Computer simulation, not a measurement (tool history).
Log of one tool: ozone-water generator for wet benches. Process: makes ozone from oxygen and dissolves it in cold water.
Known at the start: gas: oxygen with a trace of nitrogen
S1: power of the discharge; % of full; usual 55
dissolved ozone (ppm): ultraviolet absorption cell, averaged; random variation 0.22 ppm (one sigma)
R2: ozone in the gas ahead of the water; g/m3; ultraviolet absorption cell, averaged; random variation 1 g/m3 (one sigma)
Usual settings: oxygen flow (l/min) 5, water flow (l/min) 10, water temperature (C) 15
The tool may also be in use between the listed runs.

{"run": 1, "hour": 0.0, "S1": 55, "oxygen flow (l/min)": 5, "water flow (l/min)": 10, "water temperature (C)": 15, "dissolved ozone (ppm)": 31.4, "R2": 176.4}
{"run": 2, "hour": 30.0, "S1": 55, "oxygen flow (l/min)": 5, "water flow (l/min)": 10, "water temperature (C)": 15, "dissolved ozone (ppm)": 30.9, "R2": 175.3}
{"run": 3, "hour": 45.7, "S1": 55, "oxygen flow (l/min)": 5, "water flow (l/min)": 10, "water temperature (C)": 15, "dissolved ozone (ppm)": 31.2, "R2": 177.7}
{"run": 4, "hour": 76.7, "S1": 55, "oxygen flow (l/min)": 5, "water flow (l/min)": 10, "water temperature (C)": 15, "dissolved ozone (ppm)": 31.8, "R2": 176.7}
{"run": 5, "hour": 95.7, "S1": 55, "oxygen flow (l/min)": 5, "water flow (l/min)": 10, "water temperature (C)": 15, "dissolved ozone (ppm)": 31.8, "R2": 175.1}
{"run": 6, "hour": 124.4, "S1": 55, "oxygen flow (l/min)": 4, "water flow (l/min)": 10, "water temperature (C)": 15, "dissolved ozone (ppm)": 31.8, "R2": 196.6}
{"run": 7, "hour": 148.0, "S1": 55, "oxygen flow (l/min)": 3.59, "water flow (l/min)": 10, "water temperature (C)": 15, "dissolved ozone (ppm)": 32, "R2": 207.4}
{"run": 8, "hour": 163.6, "S1": 55, "oxygen flow (l/min)": 3.59, "water flow (l/min)": 10, "water temperature (C)": 15, "dissolved ozone (ppm)": 31.1, "R2": 205.6}
{"run": 9, "hour": 179.4, "S1": 55, "oxygen flow (l/min)": 3.59, "water flow (l/min)": 10, "water temperature (C)": 15, "dissolved ozone (ppm)": 31.8, "R2": 205.8}
{"run": 10, "hour": 196.2, "S1": 55, "oxygen flow (l/min)": 3.59, "water flow (l/min)": 10, "water temperature (C)": 15, "dissolved ozone (ppm)": 31.3, "R2": 203.3}
{"run": 11, "hour": 223.6, "S1": 55, "oxygen flow (l/min)": 5, "water flow (l/min)": 10, "water temperature (C)": 15, "dissolved ozone (ppm)": 31.4, "R2": 176.5}
{"run": 12, "hour": 251.5, "S1": 55, "oxygen flow (l/min)": 5, "water flow (l/min)": 10, "water temperature (C)": 15, "dissolved ozone (ppm)": 31, "R2": 175.1}
{"run": 13, "hour": 279.4, "S1": 57, "oxygen flow (l/min)": 5, "water flow (l/min)": 10, "water temperature (C)": 15, "dissolved ozone (ppm)": 31.5, "R2": 178.8}
{"run": 14, "hour": 306.0, "S1": 57, "oxygen flow (l/min)": 5, "water flow (l/min)": 10, "water temperature (C)": 15, "dissolved ozone (ppm)": 31.7, "R2": 181.7}
{"run": 15, "hour": 321.5, "S1": 55, "oxygen flow (l/min)": 2.6, "water flow (l/min)": 10, "water temperature (C)": 15, "dissolved ozone (ppm)": 30.7, "R2": 239.8}
{"run": 16, "hour": 335.9, "S1": 55, "oxygen flow (l/min)": 2.6, "water flow (l/min)": 10, "water temperature (C)": 15, "dissolved ozone (ppm)": 30.9, "R2": 240.2}
{"run": 17, "hour": 366.6, "S1": 55, "oxygen flow (l/min)": 2.6, "water flow (l/min)": 10, "water temperature (C)": 15, "dissolved ozone (ppm)": 30.3, "R2": 239.5}
{"run": 18, "hour": 380.6, "S1": 84, "oxygen flow (l/min)": 6.82, "water flow (l/min)": 10, "water temperature (C)": 10, "dissolved ozone (ppm)": 42.5, "R2": 193.7}
{"run": 19, "hour": 402.4, "S1": 84, "oxygen flow (l/min)": 6.64, "water flow (l/min)": 15, "water temperature (C)": 10, "dissolved ozone (ppm)": 34.7, "R2": 197}
{"run": 20, "hour": 431.7, "S1": 55, "oxygen flow (l/min)": 3.01, "water flow (l/min)": 6, "water temperature (C)": 15, "dissolved ozone (ppm)": 41.9, "R2": 222.6}
{"run": 21, "hour": 448.7, "S1": 82, "oxygen flow (l/min)": 2.9, "water flow (l/min)": 7, "water temperature (C)": 19, "dissolved ozone (ppm)": 45.1, "R2": 285.9}
{"run": 22, "hour": 480.9, "S1": 78, "oxygen flow (l/min)": 8.72, "water flow (l/min)": 10, "water temperature (C)": 15, "dissolved ozone (ppm)": 35.3, "R2": 163.6}
{"run": 23, "hour": 499.2, "S1": 71, "oxygen flow (l/min)": 3.79, "water flow (l/min)": 6, "water temperature (C)": 13, "dissolved ozone (ppm)": 49.3, "R2": 231.1}
{"run": 24, "hour": 529.3, "S1": 71, "oxygen flow (l/min)": 3.79, "water flow (l/min)": 6, "water temperature (C)": 13, "dissolved ozone (ppm)": 49.2, "R2": 232.8}
{"run": 25, "hour": 543.7, "S1": 70, "oxygen flow (l/min)": 3.83, "water flow (l/min)": 10, "water temperature (C)": 10, "dissolved ozone (ppm)": 39.6, "R2": 229.4}

3 ways to go on from here, each from the tool as it stands after run 25. What would each give?
{"run": "A", "hour": 569.0, "S1": 43, "oxygen flow (l/min)": 8.69, "water flow (l/min)": 12, "water temperature (C)": 10, "dissolved ozone (ppm)": "?", "R2": "?"}
{"run": "B", "hour": 569.0, "S1": 70, "oxygen flow (l/min)": 3.83, "water flow (l/min)": 10, "water temperature (C)": 10, "dissolved ozone (ppm)": "?", "R2": "?"}
{"run": "C", "hour": 569.0, "S1": 55, "oxygen flow (l/min)": 7.27, "water flow (l/min)": 10, "water temperature (C)": 15, "dissolved ozone (ppm)": "?", "R2": "?"}

run=A dissolved_ozone_(ppm)=25.6 R2=114.7
run=B dissolved_ozone_(ppm)=39.5 R2=227.3
run=C dissolved_ozone_(ppm)=29.6 R2=144.8
Without the tool's hidden state the same runs would have given:
run=A dissolved_ozone_(ppm)=26.3 R2=117.1
run=B dissolved_ozone_(ppm)=40.9 R2=234.1
run=C dissolved_ozone_(ppm)=30.5 R2=148.4
